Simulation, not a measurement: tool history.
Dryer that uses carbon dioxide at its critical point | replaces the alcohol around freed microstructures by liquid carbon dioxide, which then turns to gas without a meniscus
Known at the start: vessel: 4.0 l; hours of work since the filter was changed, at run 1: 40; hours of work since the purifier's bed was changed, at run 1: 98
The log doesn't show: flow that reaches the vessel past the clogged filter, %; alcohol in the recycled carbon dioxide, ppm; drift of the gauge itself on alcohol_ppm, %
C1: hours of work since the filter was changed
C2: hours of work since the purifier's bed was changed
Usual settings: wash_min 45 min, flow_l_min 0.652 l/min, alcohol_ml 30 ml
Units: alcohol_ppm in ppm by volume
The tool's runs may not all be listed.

run 1 day=0 | wash_min=45 flow_l_min=0.652 alcohol_ml=30 | C1=40 C2=98 | alcohol_ppm=68
run 2 day=0.383 | wash_min=45 flow_l_min=0.652 alcohol_ml=30 | C1=43 C2=101 | alcohol_ppm=66
run 3 day=0.817 | wash_min=45 flow_l_min=0.652 alcohol_ml=30 | C1=47 C2=105 | alcohol_ppm=71
run 4 day=1.175 | wash_min=45 flow_l_min=0.652 alcohol_ml=30 | C1=50 C2=108 | alcohol_ppm=78
run 5 day=1.383 | wash_min=45 flow_l_min=0.652 alcohol_ml=30 | C1=52 C2=110 | alcohol_ppm=75
run 6 day=1.575 | wash_min=45 flow_l_min=0.652 alcohol_ml=30 | C1=53 C2=111 | alcohol_ppm=76
run 7 day=1.9 | wash_min=45 flow_l_min=0.652 alcohol_ml=30 | C1=56 C2=114 | alcohol_ppm=75
run 8 day=2.179 | wash_min=45 flow_l_min=0.652 alcohol_ml=30 | C1=58 C2=116 | alcohol_ppm=68
run 9 day=2.525 | wash_min=45 flow_l_min=0.453 alcohol_ml=30 | C1=61 C2=119 | alcohol_ppm=198
run 10 day=2.767 | wash_min=45 flow_l_min=0.652 alcohol_ml=30 | C1=63 C2=121 | alcohol_ppm=77
run 11 day=2.988 | wash_min=45 flow_l_min=0.652 alcohol_ml=30 | C1=65 C2=123 | alcohol_ppm=72
run 12 day=3.296 | wash_min=45 flow_l_min=0.652 alcohol_ml=30 | C1=68 C2=126 | alcohol_ppm=78
run 13 day=3.579 | wash_min=45 flow_l_min=0.652 alcohol_ml=30 | C1=70 C2=128 | alcohol_ppm=78
run 14 day=4.025 | wash_min=45 flow_l_min=0.652 alcohol_ml=30 | C1=74 C2=132 | alcohol_ppm=81
run 15 day=4.346 | wash_min=45 flow_l_min=0.652 alcohol_ml=30 | C1=76 C2=134 | alcohol_ppm=83
run 16 day=4.588 | wash_min=45 flow_l_min=0.652 alcohol_ml=51 | C1=78 C2=137 | alcohol_ppm=109
run 17 day=4.904 | wash_min=45 flow_l_min=0.652 alcohol_ml=51 | C1=81 C2=139 | alcohol_ppm=109
run 18 day=5.25 | wash_min=45 flow_l_min=0.652 alcohol_ml=51 | C1=84 C2=142 | alcohol_ppm=113
run 19 day=5.525 | wash_min=45 flow_l_min=0.652 alcohol_ml=51 | C1=86 C2=144 | alcohol_ppm=111
run 20 day=5.738 | wash_min=49 flow_l_min=0.652 alcohol_ml=30 | C1=88 C2=146 | alcohol_ppm=80
run 21 day=6.188 | wash_min=53 flow_l_min=0.47 alcohol_ml=120 | C1=92 C2=150 | alcohol_ppm=327
run 22 day=6.404 | wash_min=53 flow_l_min=0.47 alcohol_ml=120 | C1=94 C2=152 | alcohol_ppm=343
run 23 day=6.862 | wash_min=53 flow_l_min=0.473 alcohol_ml=120 | C1=97 C2=156 | alcohol_ppm=335
run 24 day=7.154 | wash_min=37 flow_l_min=1.049 alcohol_ml=27 | C1=100 C2=158 | alcohol_ppm=63
run 25 day=7.596 | wash_min=71 flow_l_min=0.892 alcohol_ml=66 | C1=104 C2=162 | alcohol_ppm=62
run 26 day=8.012 | wash_min=71 flow_l_min=0.892 alcohol_ml=66 | C1=107 C2=165 | alcohol_ppm=67
run 27 day=8.35 | wash_min=71 flow_l_min=0.892 alcohol_ml=66 | C1=110 C2=168 | alcohol_ppm=66
run 28 day=8.683 | wash_min=71 flow_l_min=0.892 alcohol_ml=66 | C1=113 C2=171 | alcohol_ppm=63
run 29 day=9.138 | wash_min=71 flow_l_min=0.892 alcohol_ml=66 | C1=117 C2=175 | alcohol_ppm=73
run 30 day=9.421 | wash_min=33 flow_l_min=1.068 alcohol_ml=79 | C1=119 C2=177 | alcohol_ppm=105
run 31 day=9.617 | wash_min=45 flow_l_min=0.652 alcohol_ml=34 | C1=121 C2=179 | alcohol_ppm=111
run 32 day=9.892 | wash_min=45 flow_l_min=0.652 alcohol_ml=46 | C1=123 C2=181 | alcohol_ppm=137
run 33 day=10.104 | wash_min=45 flow_l_min=0.652 alcohol_ml=46 | C1=125 C2=183 | alcohol_ppm=125
run 34 day=10.392 | wash_min=45 flow_l_min=1.086 alcohol_ml=20 | C1=127 C2=185 | alcohol_ppm=69
run 35 day=10.646 | wash_min=45 flow_l_min=1.086 alcohol_ml=20 | C1=129 C2=187 | alcohol_ppm=77
run 36 day=11.038 | wash_min=39 flow_l_min=0.652 alcohol_ml=36 | C1=132 C2=191 | alcohol_ppm=177
run 37 day=11.325 | wash_min=39 flow_l_min=0.652 alcohol_ml=36 | C1=135 C2=193 | alcohol_ppm=176
run 38 day=11.562 | wash_min=39 flow_l_min=0.652 alcohol_ml=36 | C1=137 C2=195 | alcohol_ppm=175
run 39 day=11.833 | wash_min=42 flow_l_min=0.901 alcohol_ml=88 | C1=139 C2=197 | alcohol_ppm=102
run 40 day=12.058 | wash_min=51 flow_l_min=0.652 alcohol_ml=83 | C1=141 C2=199 | alcohol_ppm=125

Measured less the same run without the tool's hidden state. The same run-to-run variation is in both; the gauge's scatter may not be:
run=1 alcohol_ppm=+42
run=2 alcohol_ppm=+43
run=3 alcohol_ppm=+45
run=4 alcohol_ppm=+47
run=5 alcohol_ppm=+47
run=6 alcohol_ppm=+47
run=7 alcohol_ppm=+51
run=8 alcohol_ppm=+51
run=9 alcohol_ppm=+77
run=10 alcohol_ppm=+51
run=11 alcohol_ppm=+54
run=12 alcohol_ppm=+56
run=13 alcohol_ppm=+55
run=14 alcohol_ppm=+58
run=15 alcohol_ppm=+59
run=16 alcohol_ppm=+68
run=17 alcohol_ppm=+70
run=18 alcohol_ppm=+73
run=19 alcohol_ppm=+74
run=20 alcohol_ppm=+62
run=21 alcohol_ppm=+154
run=22 alcohol_ppm=+162
run=23 alcohol_ppm=+161
run=24 alcohol_ppm=+60
run=25 alcohol_ppm=+60
run=26 alcohol_ppm=+61
run=27 alcohol_ppm=+63
run=28 alcohol_ppm=+61
run=29 alcohol_ppm=+65
run=30 alcohol_ppm=+84
run=31 alcohol_ppm=+85
run=32 alcohol_ppm=+96
run=33 alcohol_ppm=+97
run=34 alcohol_ppm=+69
run=35 alcohol_ppm=+69
run=36 alcohol_ppm=+114
run=37 alcohol_ppm=+121
run=38 alcohol_ppm=+118
run=39 alcohol_ppm=+90
run=40 alcohol_ppm=+105

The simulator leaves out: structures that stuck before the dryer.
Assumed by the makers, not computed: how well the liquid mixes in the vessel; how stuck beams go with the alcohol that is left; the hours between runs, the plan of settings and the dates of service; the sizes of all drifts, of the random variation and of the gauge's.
